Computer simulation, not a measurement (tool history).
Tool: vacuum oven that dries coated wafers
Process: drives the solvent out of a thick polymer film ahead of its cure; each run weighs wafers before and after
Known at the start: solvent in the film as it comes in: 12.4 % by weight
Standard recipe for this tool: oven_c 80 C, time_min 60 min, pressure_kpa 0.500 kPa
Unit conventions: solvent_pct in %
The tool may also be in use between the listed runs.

run,hour,oven_c,time_min,pressure_kpa,solvent_pct
1,0.0,80,60,0.500,0.930
2,10.5,80,60,0.500,0.932
3,15.8,80,96,0.500,0.347
4,26.1,80,96,0.500,0.343
5,34.9,80,96,0.500,0.349
6,47.6,80,96,0.500,0.345
7,57.1,80,60,0.500,0.932
8,69.2,80,60,0.500,0.932
9,78.5,80,60,0.500,0.930
10,90.6,80,60,0.500,0.929
11,98.5,71,60,0.500,2.674
12,110.7,71,60,0.500,2.675
13,118.3,71,60,0.500,2.673
14,124.8,80,60,0.500,0.925
15,136.8,80,60,0.500,0.927
16,149.0,80,60,0.358,0.877
17,156.0,80,60,0.358,0.877
18,167.5,80,60,0.358,0.872
19,176.4,80,60,0.358,0.882
# hour 179.2: oven's thermocouples calibrated
20,190.5,80,60,0.358,0.826
# hour 203.1: oven's thermocouples calibrated, once more
21,203.1,80,60,0.358,0.931
22,212.4,80,60,0.358,0.931
23,218.7,80,60,0.500,0.980
24,229.6,80,60,0.500,0.980
25,239.9,71,107,0.587,1.179
26,251.4,75,32,1.452,4.285
27,263.8,75,32,1.452,4.284
28,273.0,80,89,0.521,0.436
29,285.3,81,40,0.810,1.906
30,295.8,81,91,1.104,0.568
31,302.5,79,91,1.396,0.823
32,314.8,90,60,0.500,0.222
33,323.9,66,56,0.782,4.446
34,331.1,87,45,0.336,0.598
35,339.1,87,77,0.274,0.152
36,348.9,90,77,1.564,0.427
37,358.9,90,77,1.564,0.429
38,368.3,90,77,1.564,0.428
39,376.9,90,77,1.564,0.428
40,384.6,70,60,0.823,3.154
41,392.6,80,60,1.294,1.256
42,402.2,66,104,0.502,2.186
43,412.4,78,40,0.427,2.418
44,424.5,74,68,0.500,1.692
45,435.3,93,84,0.500,0.130
46,442.8,93,84,0.500,0.131

Consider 4 possible next runs. They are alternatives, not a sequence: every one starts from the tool as it was left by run 46. What does each give?
A,455.2,71,83,0.405,?
B,455.2,80,33,0.744,?
C,455.2,93,84,0.254,?
D,455.2,80,53,0.500,?

run,solvent_pct
A,1.701
B,2.706
C,0.078
D,1.239
With the hidden condition removed and each run's random variation left untouched, the same runs would have given:
run,solvent_pct
A,1.731
B,2.759
C,0.063
D,1.266
